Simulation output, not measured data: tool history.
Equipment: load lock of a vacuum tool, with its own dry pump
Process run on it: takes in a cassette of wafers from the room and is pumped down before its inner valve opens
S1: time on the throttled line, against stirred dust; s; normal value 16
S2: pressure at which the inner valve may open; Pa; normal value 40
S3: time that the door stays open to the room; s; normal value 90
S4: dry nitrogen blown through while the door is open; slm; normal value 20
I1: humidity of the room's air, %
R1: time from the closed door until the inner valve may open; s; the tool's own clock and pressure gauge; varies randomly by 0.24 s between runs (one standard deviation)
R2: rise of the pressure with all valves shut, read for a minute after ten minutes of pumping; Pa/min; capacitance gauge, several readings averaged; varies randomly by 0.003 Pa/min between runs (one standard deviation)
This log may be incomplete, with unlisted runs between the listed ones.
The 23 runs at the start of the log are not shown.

run 24 day=97.712 | S1=16 S2=62 S3=52 S4=20 | I1=44.1 | R1=33.3 R2=0.013
run 25 day=100.875 | S1=24 S2=29 S3=52 S4=20 | I1=45.1 | R1=41.6 R2=0.019
run 26 day=104.079 | S1=17 S2=29 S3=32 S4=20 | I1=45.7 | R1=36.4 R2=0.016
run 27 day=108.554 | S1=10 S2=40 S3=43 S4=17 | I1=44.9 | R1=30.2 R2=0.013
run 28 day=111.304 | S1=19 S2=65 S3=48 S4=7 | I1=46.1 | R1=34.9 R2=0.026
run 29 day=113.858 | S1=16 S2=40 S3=60 S4=19 | I1=38.4 | R1=34.2 R2=0.014
run 30 day=119.429 | S1=15 S2=71 S3=90 S4=14 | I1=47.3 | R1=32.1 R2=0.022
run 31 day=121.767 | S1=26 S2=44 S3=90 S4=20 | I1=43.6 | R1=41.3 R2=0.016
run 32 day=124.312 | S1=15 S2=56 S3=90 S4=20 | I1=46.6 | R1=32.9 R2=0.013

Branching from run 32: 4 alternative next runs. What would each branch give?
run A day=126.658 | S1=15 S2=56 S3=54 S4=42 | I1=43.1 | R1=? R2=?
run B day=126.658 | S1=16 S2=40 S3=31 S4=20 | I1=43.7 | R1=? R2=?
run C day=126.658 | S1=21 S2=59 S3=27 S4=20 | I1=40.7 | R1=? R2=?
run D day=126.658 | S1=12 S2=36 S3=185 S4=20 | I1=44.6 | R1=? R2=?

run=A R1=32.6 R2=0.012
run=B R1=35.1 R2=0.015
run=C R1=36.8 R2=0.012
run=D R1=32.4 R2=0.026
What these runs would have given with no unlogged condition in the tool:
run=A R1=32.6 R2=0.012
run=B R1=35.1 R2=0.015
run=C R1=36.8 R2=0.011
run=D R1=32.4 R2=0.025

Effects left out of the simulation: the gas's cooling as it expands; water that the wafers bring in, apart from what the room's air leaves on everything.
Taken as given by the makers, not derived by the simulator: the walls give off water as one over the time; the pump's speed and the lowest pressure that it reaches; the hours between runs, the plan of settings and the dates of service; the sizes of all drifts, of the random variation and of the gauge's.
